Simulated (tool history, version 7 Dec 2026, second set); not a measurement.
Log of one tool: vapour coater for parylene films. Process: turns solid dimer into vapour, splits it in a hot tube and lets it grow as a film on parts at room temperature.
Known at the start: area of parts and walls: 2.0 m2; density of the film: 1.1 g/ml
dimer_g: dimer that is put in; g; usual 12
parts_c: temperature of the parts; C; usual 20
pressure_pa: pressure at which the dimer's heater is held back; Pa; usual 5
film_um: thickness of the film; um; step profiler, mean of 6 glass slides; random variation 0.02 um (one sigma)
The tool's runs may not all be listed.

Run 1, hour 0: usual settings. Result: film_um 2.5 um.
At hour 14.9: trap's valve overhauled.
Run 2, hour 22.9: usual settings but pressure_pa 3.34 Pa. Result: film_um 2.74 um.
Run 3, hour 32.2: usual settings but pressure_pa 3.34 Pa. Result: film_um 2.74 um.
Run 4, hour 40.9: usual settings but dimer_g 5 g, pressure_pa 3.34 Pa. Result: film_um 1.14 um.
Run 5, hour 59.1: usual settings but dimer_g 5 g, pressure_pa 3.34 Pa. Result: film_um 1.16 um.
Run 6, hour 75.3: usual settings but dimer_g 5 g, pressure_pa 3.34 Pa. Result: film_um 1.15 um.
Run 7, hour 90.8: usual settings but pressure_pa 2.22 Pa. Result: film_um 2.9 um.
Run 8, hour 106.5: usual settings but pressure_pa 2.22 Pa. Result: film_um 2.9 um.
Run 9, hour 120.1: usual settings but pressure_pa 2.22 Pa. Result: film_um 2.87 um.
Run 10, hour 135.2: usual settings but pressure_pa 2.22 Pa. Result: film_um 2.83 um.
Run 11, hour 143.5: usual settings. Result: film_um 2.64 um.
Run 12, hour 153.9: usual settings but pressure_pa 2.85 Pa. Result: film_um 2.8 um.
Run 13, hour 168: usual settings. Result: film_um 2.62 um.
Run 14, hour 187.5: usual settings but dimer_g 10 g. Result: film_um 2.16 um.
Run 15, hour 206.2: usual settings but dimer_g 10 g. Result: film_um 2.15 um.
Run 16, hour 217.9: usual settings but dimer_g 10 g. Result: film_um 2.19 um.
Run 17, hour 231.6: usual settings but dimer_g 6 g. Result: film_um 1.31 um.
Run 18, hour 240.8: usual settings but dimer_g 6 g. Result: film_um 1.28 um.
Run 19, hour 256.4: usual settings but dimer_g 6 g. Result: film_um 1.3 um.
Run 20, hour 266.1: usual settings but dimer_g 6 g, parts_c 12 C. Result: film_um 1.52 um.
Run 21, hour 285.2: usual settings but dimer_g 6 g, parts_c 12 C. Result: film_um 1.5 um.
Run 22, hour 301.5: usual settings but pressure_pa 11.88 Pa. Result: film_um 2.33 um.
Run 23, hour 316.2: usual settings but pressure_pa 11.88 Pa. Result: film_um 2.37 um.
Run 24, hour 334.4: usual settings but pressure_pa 11.88 Pa. Result: film_um 2.35 um.
Run 25, hour 351.3: usual settings but dimer_g 7 g, parts_c 15 C, pressure_pa 3.22 Pa. Result: film_um 1.7 um.
Run 26, hour 367: usual settings but dimer_g 9 g, parts_c 15 C, pressure_pa 11.29 Pa. Result: film_um 1.93 um.
Run 27, hour 386.3: usual settings but dimer_g 9 g, parts_c 15 C, pressure_pa 10.55 Pa. Result: film_um 1.94 um.
Run 28, hour 406.5: usual settings but dimer_g 6 g. Result: film_um 1.3 um.
Run 29, hour 421.4: usual settings but dimer_g 6 g. Result: film_um 1.27 um.
Run 30, hour 430.1: usual settings but dimer_g 9 g, parts_c 18 C, pressure_pa 9.98 Pa. Result: film_um 1.88 um.
At hour 432.6: table's thermometer calibrated.
Run 31, hour 447.3: usual settings but parts_c 18 C, pressure_pa 2.99 Pa. Result: film_um 2.82 um.
Run 32, hour 467.8: usual settings but parts_c 13 C, pressure_pa 2.33 Pa. Result: film_um 3.12 um.
Run 33, hour 482.3: usual settings but dimer_g 8 g, parts_c 14 C, pressure_pa 6.62 Pa. Result: film_um 1.85 um.
Run 34, hour 491.6: usual settings but dimer_g 8 g, parts_c 14 C, pressure_pa 6.62 Pa. Result: film_um 1.83 um.
Run 35, hour 506.9: usual settings but dimer_g 17 g, pressure_pa 3.72 Pa. Result: film_um 3.81 um.
Run 36, hour 517.7: usual settings but dimer_g 17 g, pressure_pa 3.72 Pa. Result: film_um 3.73 um.
Run 37, hour 528: usual settings but dimer_g 11 g, parts_c 16 C, pressure_pa 11.51 Pa. Result: film_um 2.3 um.
At hour 531.3: table's thermometer calibrated, once more.
Run 38, hour 539.7: usual settings but dimer_g 21 g, parts_c 16 C, pressure_pa 11.51 Pa. Result: film_um 4.41 um.
Run 39, hour 549: usual settings but dimer_g 6 g, parts_c 13 C, pressure_pa 5.47 Pa. Result: film_um 1.4 um.
Run 40, hour 564.3: usual settings but dimer_g 8 g, parts_c 13 C, pressure_pa 4.29 Pa. Result: film_um 1.96 um.
Run 41, hour 581.1: usual settings but dimer_g 17 g, parts_c 25 C, pressure_pa 3.97 Pa. Result: film_um 3.43 um.
Run 42, hour 591.2: usual settings but dimer_g 17 g, parts_c 12 C, pressure_pa 3.97 Pa. Result: film_um 4.21 um.
Run 43, hour 603.9: usual settings but dimer_g 17 g, parts_c 29 C, pressure_pa 4.86 Pa. Result: film_um 3.14 um.
Run 44, hour 621.7: usual settings but dimer_g 17 g, parts_c 29 C, pressure_pa 4.86 Pa. Result: film_um 3.16 um.
Run 45, hour 630.5: usual settings but dimer_g 5 g, parts_c 22 C, pressure_pa 4.86 Pa. Result: film_um 1.05 um.

Hidden state or all else? Some run-to-run changes of film_um, split into what the settings, what came in and random variation would give without the hidden state, and what is left for the hidden state (with any gauge scatter that isn't in both results):
The hidden state here: vapour lost through the trap's worn valve, %; true temperature of the parts over the reading, C; drift of the gauge itself on film_um, %.
Run 1 -> 2: pressure_pa 5 -> 3.34, trap's valve overhauled. film_um +0.24 um: hidden state +0.13, all else +0.11.
Run 37 -> 38: dimer_g 11 -> 21, table's thermometer calibrated, once more. film_um +2.11 um: hidden state -0.07, all else +2.18.
Run 38 -> 39: dimer_g 21 -> 6, parts_c 16 -> 13, pressure_pa 11.51 -> 5.47. film_um -3.01 um: hidden state +0.08, all else -3.09.
Run 44 -> 45: dimer_g 17 -> 5, parts_c 29 -> 22. film_um -2.11 um: hidden state +0.05, all else -2.16.

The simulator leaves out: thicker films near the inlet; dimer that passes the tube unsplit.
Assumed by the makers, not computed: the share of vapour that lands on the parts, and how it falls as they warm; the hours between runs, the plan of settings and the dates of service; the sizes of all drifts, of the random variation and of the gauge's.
